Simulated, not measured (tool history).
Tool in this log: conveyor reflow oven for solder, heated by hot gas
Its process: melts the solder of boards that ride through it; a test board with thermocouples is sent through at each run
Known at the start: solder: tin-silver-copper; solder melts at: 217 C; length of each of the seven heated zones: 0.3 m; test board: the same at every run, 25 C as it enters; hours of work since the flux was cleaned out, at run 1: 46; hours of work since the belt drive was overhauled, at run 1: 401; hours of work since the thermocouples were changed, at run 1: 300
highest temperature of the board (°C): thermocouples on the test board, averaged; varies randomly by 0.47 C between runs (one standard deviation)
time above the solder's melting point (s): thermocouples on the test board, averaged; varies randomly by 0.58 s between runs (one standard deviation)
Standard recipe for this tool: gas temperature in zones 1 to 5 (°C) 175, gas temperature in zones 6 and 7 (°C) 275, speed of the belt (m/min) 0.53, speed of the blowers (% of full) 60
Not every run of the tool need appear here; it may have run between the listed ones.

| run | hour | gas temperature in zones 1 to 5 (°C) | gas temperature in zones 6 and 7 (°C) | speed of the belt (m/min) | speed of the blowers (% of full) | hours of work since the flux was cleaned out | hours of work since the belt drive was overhauled | hours of work since the thermocouples were changed | highest temperature of the board (°C) | time above the solder's melting point (s) |
|---|---|---|---|---|---|---|---|---|---|---|
| 1 | 0 | 175 | 275 | 0.53 | 60 | 46 | 401 | 300 | 250.1 | 48.2 |
| 2 | 11 | 175 | 275 | 0.53 | 60 | 53 | 408 | 307 | 250.4 | 47.9 |
| 3 | 23.2 | 175 | 275 | 0.53 | 60 | 60 | 415 | 314 | 249.3 | 49.1 |
| 4 | 33 | 175 | 275 | 0.53 | 60 | 66 | 421 | 320 | 251 | 49.4 |
| 5 | 48.8 | 175 | 275 | 0.53 | 60 | 75 | 430 | 329 | 250 | 49.2 |
| 6 | 64.1 | 175 | 275 | 0.53 | 60 | 84 | 439 | 338 | 249.8 | 49.3 |
| 7 | 78.4 | 175 | 275 | 0.53 | 60 | 93 | 447 | 347 | 249.2 | 47.7 |
| 8 | 89.4 | 175 | 275 | 0.53 | 60 | 99 | 454 | 353 | 250.7 | 48.8 |
| 9 | 102.6 | 175 | 275 | 0.53 | 60 | 107 | 462 | 361 | 249.5 | 48.2 |
| 10 | 118.3 | 189 | 275 | 0.53 | 60 | 116 | 471 | 370 | 253.2 | 55.7 |
| 11 | 127.2 | 189 | 275 | 0.53 | 60 | 122 | 476 | 375 | 252.1 | 55.2 |
| 12 | 137.4 | 175 | 275 | 0.53 | 60 | 128 | 482 | 381 | 249.2 | 47.4 |
| 13 | 157.9 | 175 | 275 | 0.449 | 60 | 140 | 494 | 394 | 255.2 | 63.4 |
| 14 | 175.9 | 175 | 275 | 0.449 | 60 | 150 | 505 | 404 | 255.1 | 63.5 |
| 15 | 190.2 | 175 | 275 | 0.53 | 60 | 159 | 514 | 413 | 249.8 | 47.4 |
| 16 | 204.1 | 186 | 271 | 0.612 | 51 | 167 | 522 | 421 | 238.8 | 34.5 |
| 17 | 219.2 | 175 | 275 | 0.617 | 85 | 176 | 531 | 430 | 249.7 | 40.7 |
| 18 | 236.6 | 176 | 270 | 0.615 | 85 | 186 | 541 | 440 | 244.9 | 39.1 |
| 19 | 250 | 175 | 264 | 0.53 | 60 | 194 | 549 | 448 | 239.5 | 38.8 |
| 20 | 262.2 | 183 | 275 | 0.53 | 54 | 201 | 556 | 455 | 248.8 | 49.3 |
| 21 | 281.2 | 165 | 276 | 0.53 | 54 | 213 | 567 | 466 | 243.9 | 39.1 |
| 22 | 295.5 | 175 | 275 | 0.544 | 84 | 221 | 576 | 475 | 252.2 | 50.7 |
| 23 | 312.7 | 177 | 275 | 0.53 | 60 | 231 | 586 | 485 | 248.9 | 47.6 |
| 24 | 321.8 | 170 | 275 | 0.53 | 60 | 237 | 591 | 490 | 246.4 | 42.4 |
| 25 | 336.6 | 172 | 265 | 0.53 | 80 | 245 | 600 | 499 | 244.3 | 43.2 |
| 26 | 356.6 | 166 | 265 | 0.53 | 80 | 257 | 612 | 511 | 242.3 | 40.1 |
| 27 | 368.7 | 175 | 283 | 0.539 | 60 | 264 | 619 | 518 | 253.7 | 48.4 |
| 28 | 386 | 169 | 274 | 0.606 | 59 | 275 | 629 | 528 | 238.8 | 29.7 |
| 29 | 406.7 | 175 | 275 | 0.623 | 70 | 287 | 641 | 541 | 243.8 | 35 |
| 30 | 419.5 | 175 | 275 | 0.623 | 70 | 294 | 649 | 548 | 243.9 | 35.1 |

Measured less the same run without the tool's hidden state. The same run-to-run variation is in both; the gauge's scatter may not be:
Hidden state present: heat that the gas passes to the board, % of a clean oven's; belt's true speed, % of the reading; true gas temperature in zones 6 and 7 over the reading, C; drift of the gauge itself on peak_c, C; drift of the gauge itself on liquid_s, %.
| run | highest temperature of the board (°C) | time above the solder's melting point (s) |
|---|---|---|
| 1 | -2 | -1.3 |
| 2 | -2 | -1.2 |
| 3 | -2.1 | -1.3 |
| 4 | -2.2 | -1.5 |
| 5 | -2.3 | -1.5 |
| 6 | -2.4 | -1.6 |
| 7 | -2.5 | -1.7 |
| 8 | -2.6 | -1.8 |
| 9 | -2.8 | -1.9 |
| 10 | -2.8 | -1.6 |
| 11 | -2.8 | -1.7 |
| 12 | -3 | -2.2 |
| 13 | -3 | -1.9 |
| 14 | -3.2 | -2 |
| 15 | -3.5 | -2.6 |
| 16 | -3.4 | -3.1 |
| 17 | -4.3 | -2.8 |
| 18 | -4.4 | -3.1 |
| 19 | -3.8 | -3.8 |
| 20 | -3.7 | -2.9 |
| 21 | -4.3 | -3.7 |
| 22 | -4.8 | -2.9 |
| 23 | -4.4 | -3.4 |
| 24 | -4.7 | -3.7 |
| 25 | -4.9 | -4.3 |
| 26 | -5.2 | -4.8 |
| 27 | -5.2 | -3.3 |
| 28 | -5.6 | -5.1 |
| 29 | -6 | -4.8 |
| 30 | -6.2 | -4.9 |

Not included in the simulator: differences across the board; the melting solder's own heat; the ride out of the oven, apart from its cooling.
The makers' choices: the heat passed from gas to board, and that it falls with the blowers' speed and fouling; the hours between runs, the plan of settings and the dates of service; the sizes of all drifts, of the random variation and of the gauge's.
